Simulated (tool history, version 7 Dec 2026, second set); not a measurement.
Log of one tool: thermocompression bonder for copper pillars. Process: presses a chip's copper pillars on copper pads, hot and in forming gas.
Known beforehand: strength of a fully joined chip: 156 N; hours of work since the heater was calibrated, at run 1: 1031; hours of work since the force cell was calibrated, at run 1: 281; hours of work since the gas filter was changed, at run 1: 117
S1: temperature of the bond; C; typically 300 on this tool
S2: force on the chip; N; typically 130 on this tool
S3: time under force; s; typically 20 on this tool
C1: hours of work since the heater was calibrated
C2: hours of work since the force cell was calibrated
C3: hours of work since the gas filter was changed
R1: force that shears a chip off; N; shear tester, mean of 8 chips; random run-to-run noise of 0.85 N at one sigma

Run 1, hour 0.0: usual settings; C1 1031; C2 281; C3 117. Result: R1 64.2 N.
Run 2, hour 35.6: usual settings; C1 1049; C2 299; C3 135. Result: R1 65.1 N.
Run 3, hour 84.7: usual settings but S3 38 s; C1 1074; C2 324; C3 160. Result: R1 81.8 N.
Run 4, hour 140.1: usual settings but S3 38 s; C1 1102; C2 352; C3 188. Result: R1 81.7 N.
Run 5, hour 190.9: usual settings but S3 38 s; C1 1127; C2 377; C3 214. Result: R1 80.8 N.
Run 6, hour 235.3: usual settings but S3 38 s; C1 1150; C2 400; C3 236. Result: R1 79.5 N.
Run 7, hour 291.1: usual settings but S3 38 s; C1 1178; C2 428; C3 264. Result: R1 79.8 N.
Run 8, hour 343.8: usual settings but S3 38 s; C1 1204; C2 455; C3 291. Result: R1 80.1 N.
Run 9, hour 387.0: usual settings but S1 329 C; C1 1226; C2 476; C3 313. Result: R1 78.4 N.
Run 10, hour 424.0: usual settings but S1 329 C; C1 1245; C2 495; C3 331. Result: R1 78.5 N.
Run 11, hour 452.0: usual settings but S1 329 C; C1 1259; C2 509; C3 346. Result: R1 78.6 N.
Run 12, hour 478.0: usual settings but S1 329 C; C1 1272; C2 522; C3 359. Result: R1 76.9 N.
Run 13, hour 513.6: usual settings but S1 306 C; C1 1290; C2 540; C3 377. Result: R1 65.7 N.
Run 14, hour 557.9: usual settings but S2 182 N; C1 1313; C2 563; C3 399. Result: R1 87.8 N.
Run 15, hour 606.4: usual settings but S2 182 N; C1 1337; C2 587; C3 424. Result: R1 85.9 N.
Run 16, hour 656.7: usual settings but S2 182 N; C1 1362; C2 613; C3 449. Result: R1 84.9 N.
At hour 679.4: forming gas filter changed.
Run 17, hour 701.5: usual settings but S1 326 C; C1 1385; C2 635; C3 11. Result: R1 82.6 N.
Run 18, hour 744.4: usual settings; C1 1406; C2 657; C3 33. Result: R1 66.1 N.
Run 19, hour 790.4: usual settings; C1 1430; C2 680; C3 56. Result: R1 67.1 N.
Run 20, hour 823.2: usual settings but S3 13 s; C1 1446; C2 696; C3 73. Result: R1 56.2 N.
Run 21, hour 848.8: usual settings but S2 126 N, S3 13 s; C1 1459; C2 709; C3 85. Result: R1 55.5 N.
At hour 857.2: heater calibrated with a thermocouple chip.
Run 22, hour 893.3: usual settings but S1 280 C, S2 85 N; C1 18; C2 731; C3 107. Result: R1 35.5 N.
Run 23, hour 943.6: usual settings but S1 280 C, S2 85 N; C1 44; C2 756; C3 132. Result: R1 36.2 N.
Run 24, hour 986.6: usual settings but S1 280 C, S2 160 N, S3 13 s; C1 65; C2 778; C3 154. Result: R1 62.4 N.
Run 25, hour 1038.2: usual settings but S1 280 C, S2 160 N, S3 13 s; C1 91; C2 804; C3 180. Result: R1 61.9 N.
Run 26, hour 1088.0: usual settings but S1 308 C, S2 160 N, S3 25 s; C1 116; C2 829; C3 205. Result: R1 94.4 N.
Run 27, hour 1137.7: usual settings but S1 308 C, S2 160 N, S3 25 s; C1 142; C2 854; C3 230. Result: R1 94.3 N.
Run 28, hour 1170.7: usual settings but S1 282 C, S2 160 N, S3 25 s; C1 158; C2 871; C3 247. Result: R1 78.0 N.
Run 29, hour 1205.6: usual settings but S1 287 C, S2 105 N; C1 176; C2 888; C3 265. Result: R1 46.8 N.
Run 30, hour 1238.9: usual settings but S1 271 C, S2 106 N; C1 193; C2 905; C3 281. Result: R1 41.3 N.
Run 31, hour 1292.4: usual settings but S2 105 N, S3 15 s; C1 220; C2 932; C3 308. Result: R1 48.0 N.
Run 32, hour 1340.9: usual settings but S2 105 N, S3 15 s; C1 244; C2 957; C3 333. Result: R1 46.0 N.
Run 33, hour 1366.3: usual settings but S1 323 C, S2 163 N, S3 52 s; C1 257; C2 969; C3 346. Result: R1 119.3 N.
Run 34, hour 1411.1: usual settings but S1 323 C, S2 163 N, S3 52 s; C1 280; C2 992; C3 368. Result: R1 120.5 N.
Run 35, hour 1445.5: usual settings but S1 323 C, S2 163 N, S3 52 s; C1 297; C2 1009; C3 386. Result: R1 118.5 N.
Run 36, hour 1496.4: usual settings but S1 323 C, S2 163 N, S3 52 s; C1 323; C2 1035; C3 411. Result: R1 119.5 N.
Run 37, hour 1549.2: usual settings but S1 279 C, S2 144 N, S3 26 s; C1 349; C2 1062; C3 438. Result: R1 67.8 N.
Run 38, hour 1591.6: usual settings but S1 288 C, S2 81 N, S3 18 s; C1 371; C2 1083; C3 459. Result: R1 32.9 N.
At hour 1596.5: forming gas filter changed.
At hour 1627.2: force cell calibrated.
Run 39, hour 1627.2: usual settings but S3 21 s; C1 388; C2 0; C3 15. Result: R1 69.1 N.

How the hidden state differs across the entries between the runs, from the last listed run before each to the first after it:
Between runs 16 and 17: forming gas filter changed (hour 679.4)
  true temperature of the bond over the reading, C: -5.9 -> -6; force that reaches the chip, % of what is set: 103.2 -> 103.3; oxide that the forming gas leaves, % of the face: 8.78 -> 1
  what was measured, less what the result would be without the hidden state, R1: -8.9 -> -1.1 N
Between runs 21 and 22: heater calibrated with a thermocouple chip (hour 857.2)
  true temperature of the bond over the reading, C: -6.3 -> 0.5; force that reaches the chip, % of what is set: 103.7 -> 103.8; oxide that the forming gas leaves, % of the face: 2.31 -> 2.69
  what was measured, less what the result would be without the hidden state, R1: -1.8 -> +1.0 N
Between runs 38 and 39: forming gas filter changed (hour 1596.5); force cell calibrated (hour 1627.2)
  force that reaches the chip, % of what is set: 105.4 -> 100.3; oxide that the forming gas leaves, % of the face: 9.01 -> 0.8
  what was measured, less what the result would be without the hidden state, R1: -1.1 -> -0.6 N
